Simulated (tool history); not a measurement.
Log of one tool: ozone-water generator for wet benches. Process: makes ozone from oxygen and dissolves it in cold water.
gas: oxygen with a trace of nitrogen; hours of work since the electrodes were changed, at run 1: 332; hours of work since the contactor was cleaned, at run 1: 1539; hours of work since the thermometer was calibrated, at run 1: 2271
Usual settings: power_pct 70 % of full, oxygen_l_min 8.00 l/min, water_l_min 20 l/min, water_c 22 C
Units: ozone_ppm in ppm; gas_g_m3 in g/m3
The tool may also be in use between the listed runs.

run	hour	power_pct	oxygen_l_min	water_l_min	water_c	hours of work since the electrodes were changed	hours of work since the contactor was cleaned	hours of work since the thermometer was calibrated	ozone_ppm	gas_g_m3
1	0.0	70	8.00	20	22	332	1539	2271	30.7	274.2
2	92.0	64	8.00	20	22	407	1614	2346	29.1	257.5
3	140.2	64	8.00	20	22	447	1653	2385	28.8	258.4
4	186.2	64	8.00	20	22	484	1691	2423	28.6	258.2
5	235.1	70	8.00	20	16	524	1731	2463	33.4	268.9
6	327.2	70	8.00	23	16	599	1806	2538	29.6	272.2
7	396.2	70	8.00	23	16	656	1862	2595	29.3	274.1
8	473.8	70	8.00	23	16	719	1926	2658	29.7	272.5
9	517.8	70	8.00	23	16	755	1962	2694	29.6	269.7
10	566.6	70	8.00	23	16	795	2002	2734	29.8	270.7
11	643.6	70	8.00	20	22	858	2065	2797	30.3	267.8
12	740.8	70	8.00	20	22	937	2144	2876	30.0	270.0
13	784.2	70	8.00	20	22	973	2179	2912	30.0	268.9
14	861.7	70	8.00	20	22	1036	2243	2975	29.8	270.6
15	909.0	70	8.00	20	22	1075	2281	3014	29.6	270.2
16	953.1	70	8.00	20	22	1111	2317	3050	29.4	271.2
17	1036.2	70	8.00	20	22	1179	2385	3118	29.5	269.4
18	1088.0	70	11.30	30	22	1221	2428	3160	20.9	237.0
19	1166.0	70	11.30	30	27	1285	2492	3224	19.3	238.1
20	1243.5	70	11.30	30	27	1348	2555	3287	19.3	237.6
21	1290.1	70	11.30	30	27	1386	2593	3325	19.3	234.8
22	1370.1	70	6.86	30	25	1452	2658	3391	19.0	283.2
23	1441.0	95	14.10	16	22	1510	2716	3449	40.0	261.3
24	1514.8	95	7.50	16	22	1570	2777	3509	40.9	323.6
25	1555.8	58	12.68	25	26	1603	2810	3542	20.5	201.8
# hour 1617.4: contactor cleaned
26	1654.7	58	12.68	25	26	1681	31	3620	20.7	201.7
27	1704.2	58	12.68	25	26	1721	71	3660	21.0	200.2
28	1777.0	58	12.68	25	26	1781	130	3720	20.7	203.3
29	1867.7	85	6.36	25	26	1855	205	3794	24.6	320.0
30	1965.4	74	8.00	21	16	1935	284	3874	32.6	268.7
31	2061.4	49	8.00	20	22	2013	363	3952	24.2	214.2
32	2151.3	54	8.00	20	30	2087	436	4026	21.8	228.9
33	2224.0	54	8.00	20	30	2146	496	4085	21.6	226.6
34	2311.2	54	8.00	20	30	2217	567	4156	21.4	226.0

Measured less the same run without the tool's hidden state. The same run-to-run variation is in both; the gauge's scatter may not be:
The hidden state here: yield of the discharge, % of new electrodes'; contactor's efficiency, % of a clean one's; true water temperature over the reading, C; drift of the gauge itself on ozone_ppm, %; drift of the gauge itself on gas_g_m3, %.
run	ozone_ppm	gas_g_m3
1	-0.6	-0.4
2	-0.6	-0.8
3	-0.7	-1.1
4	-0.7	-1.2
5	-0.9	-1.7
6	-0.9	-2.2
7	-0.9	-2.7
8	-1.1	-3.1
9	-1.1	-3.4
10	-1.1	-3.6
11	-1.2	-4.1
12	-1.2	-4.7
13	-1.3	-4.9
14	-1.3	-5.4
15	-1.4	-5.7
16	-1.4	-6.0
17	-1.5	-6.4
18	-1.2	-5.9
19	-1.1	-6.3
20	-1.2	-6.7
21	-1.3	-6.9
22	-1.3	-8.9
23	-2.8	-10.0
24	-2.8	-13.1
25	-1.4	-6.4
26	-0.9	-6.8
27	-0.8	-6.9
28	-0.9	-7.3
29	-1.3	-15.1
30	-1.8	-12.3
31	-1.1	-8.1
32	-1.1	-9.5
33	-1.2	-9.8
34	-1.1	-10.2

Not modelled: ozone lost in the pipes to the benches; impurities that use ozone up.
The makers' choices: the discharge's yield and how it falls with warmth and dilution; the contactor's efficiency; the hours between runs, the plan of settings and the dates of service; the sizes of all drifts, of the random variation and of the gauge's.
